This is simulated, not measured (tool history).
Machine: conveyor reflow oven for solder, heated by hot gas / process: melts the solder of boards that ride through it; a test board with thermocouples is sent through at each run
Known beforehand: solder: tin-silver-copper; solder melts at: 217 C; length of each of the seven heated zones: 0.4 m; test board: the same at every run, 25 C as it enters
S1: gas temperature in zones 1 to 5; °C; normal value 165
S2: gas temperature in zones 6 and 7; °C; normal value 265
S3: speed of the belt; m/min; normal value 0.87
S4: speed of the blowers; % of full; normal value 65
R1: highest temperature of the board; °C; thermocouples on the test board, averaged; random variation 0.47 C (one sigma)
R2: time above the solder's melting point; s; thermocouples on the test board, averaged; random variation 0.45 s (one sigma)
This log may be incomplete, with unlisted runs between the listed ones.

run,day,S1,S2,S3,S4,R1,R2
1,0,165,265,0.87,65,245,33.9
2,1.617,165,265,0.87,65,244.5,33.9
3,4.2,165,265,0.87,65,244.2,33.3
4,6.458,165,265,0.87,65,244.3,33.5
5,8.746,165,265,0.87,65,243.7,33.7
6,10.912,165,265,0.87,65,243.5,33.7
7,13.25,165,265,0.87,65,242.1,32.2
# day 13.567: thermocouples of zones 6 and 7 changed
8,15.35,165,265,0.87,65,246.6,34.7
# day 17.808: flux residue cleaned out of gas plates and filters
9,18.017,165,265,0.87,65,248.1,36.4
10,19.767,165,265,0.87,65,248.8,36.7
11,22.908,165,265,0.87,65,247.6,37
12,25.208,165,265,0.87,65,248,36.9
13,26.838,165,265,0.87,65,247,36
14,29.225,165,265,0.87,65,247,36.3
15,32.425,165,265,0.87,65,247.2,35.2

What does the tool deliver on the next run?
16,35.417,165,271,0.87,65,?,?

R1: 251.4 °C
R2: 38.7 s
Take away the tool's hidden state, keep the run-to-run variation as it was, and the same run would have given R1 253.5 °C, R2 39.8 s.
